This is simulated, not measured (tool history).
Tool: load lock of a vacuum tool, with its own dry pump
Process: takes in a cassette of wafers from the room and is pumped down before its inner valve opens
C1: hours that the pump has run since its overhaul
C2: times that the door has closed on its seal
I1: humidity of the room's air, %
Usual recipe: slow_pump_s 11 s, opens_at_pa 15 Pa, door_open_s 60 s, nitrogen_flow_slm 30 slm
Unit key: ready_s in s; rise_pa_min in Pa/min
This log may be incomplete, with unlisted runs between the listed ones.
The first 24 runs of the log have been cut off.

run 25 day=259.104 | slow_pump_s=11 opens_at_pa=21 door_open_s=60 nitrogen_flow_slm=30 | C1=8244 C2=19694 | I1=44.0 | ready_s=21.44 rise_pa_min=0.148
run 26 day=273.983 | slow_pump_s=11 opens_at_pa=21 door_open_s=60 nitrogen_flow_slm=30 | C1=8601 C2=21364 | I1=44.8 | ready_s=21.60 rise_pa_min=0.166
run 27 day=282.092 | slow_pump_s=11 opens_at_pa=21 door_open_s=60 nitrogen_flow_slm=30 | C1=8796 C2=22274 | I1=49.5 | ready_s=21.45 rise_pa_min=0.170
run 28 day=289.204 | slow_pump_s=11 opens_at_pa=21 door_open_s=60 nitrogen_flow_slm=30 | C1=8966 C2=23073 | I1=42.7 | ready_s=21.56 rise_pa_min=0.167
run 29 day=298.888 | slow_pump_s=12 opens_at_pa=13 door_open_s=60 nitrogen_flow_slm=30 | C1=9199 C2=24160 | I1=43.5 | ready_s=23.03 rise_pa_min=0.179
run 30 day=306.179 | slow_pump_s=11 opens_at_pa=15 door_open_s=60 nitrogen_flow_slm=8 | C1=9374 C2=24978 | I1=45.6 | ready_s=22.10 rise_pa_min=0.211
run 31 day=315.383 | slow_pump_s=11 opens_at_pa=15 door_open_s=60 nitrogen_flow_slm=8 | C1=9595 C2=26011 | I1=43.8 | ready_s=22.24 rise_pa_min=0.219
-- day=330.825 dry pump taken out, an overhauled one fitted
run 32 day=330.825 | slow_pump_s=9 opens_at_pa=15 door_open_s=30 nitrogen_flow_slm=6 | C1=0 C2=27716 | I1=46.2 | ready_s=19.29 rise_pa_min=0.221
run 33 day=337.692 | slow_pump_s=7 opens_at_pa=15 door_open_s=30 nitrogen_flow_slm=16 | C1=165 C2=28487 | I1=44.9 | ready_s=17.59 rise_pa_min=0.221
run 34 day=350.142 | slow_pump_s=11 opens_at_pa=15 door_open_s=60 nitrogen_flow_slm=10 | C1=464 C2=29885 | I1=43.9 | ready_s=20.79 rise_pa_min=0.259
run 35 day=364.333 | slow_pump_s=13 opens_at_pa=15 door_open_s=60 nitrogen_flow_slm=30 | C1=804 C2=31478 | I1=43.4 | ready_s=22.49 rise_pa_min=0.253
run 36 day=379.779 | slow_pump_s=13 opens_at_pa=15 door_open_s=60 nitrogen_flow_slm=30 | C1=1175 C2=33212 | I1=45.6 | ready_s=22.38 rise_pa_min=0.268
run 37 day=393.571 | slow_pump_s=13 opens_at_pa=15 door_open_s=60 nitrogen_flow_slm=5 | C1=1506 C2=34759 | I1=46.7 | ready_s=22.59 rise_pa_min=0.319
run 38 day=405.025 | slow_pump_s=13 opens_at_pa=12 door_open_s=120 nitrogen_flow_slm=5 | C1=1781 C2=36045 | I1=43.0 | ready_s=23.03 rise_pa_min=0.366

Branching from run 38: 3 alternative next runs. What would each branch give?
run A day=415.096 | slow_pump_s=12 opens_at_pa=15 door_open_s=60 nitrogen_flow_slm=30 | C1=2022 C2=37175 | I1=45.3 | ready_s=? rise_pa_min=?
run B day=415.096 | slow_pump_s=16 opens_at_pa=13 door_open_s=228 nitrogen_flow_slm=30 | C1=2022 C2=37175 | I1=44.2 | ready_s=? rise_pa_min=?
run C day=415.096 | slow_pump_s=11 opens_at_pa=12 door_open_s=60 nitrogen_flow_slm=35 | C1=2022 C2=37175 | I1=39.6 | ready_s=? rise_pa_min=?

run=A ready_s=21.88 rise_pa_min=0.318
run=B ready_s=25.01 rise_pa_min=0.371
run=C ready_s=21.25 rise_pa_min=0.316
With no hidden state in the tool, these same runs would have given:
run=A ready_s=21.73 rise_pa_min=0.049
run=B ready_s=24.86 rise_pa_min=0.102
run=C ready_s=21.09 rise_pa_min=0.045
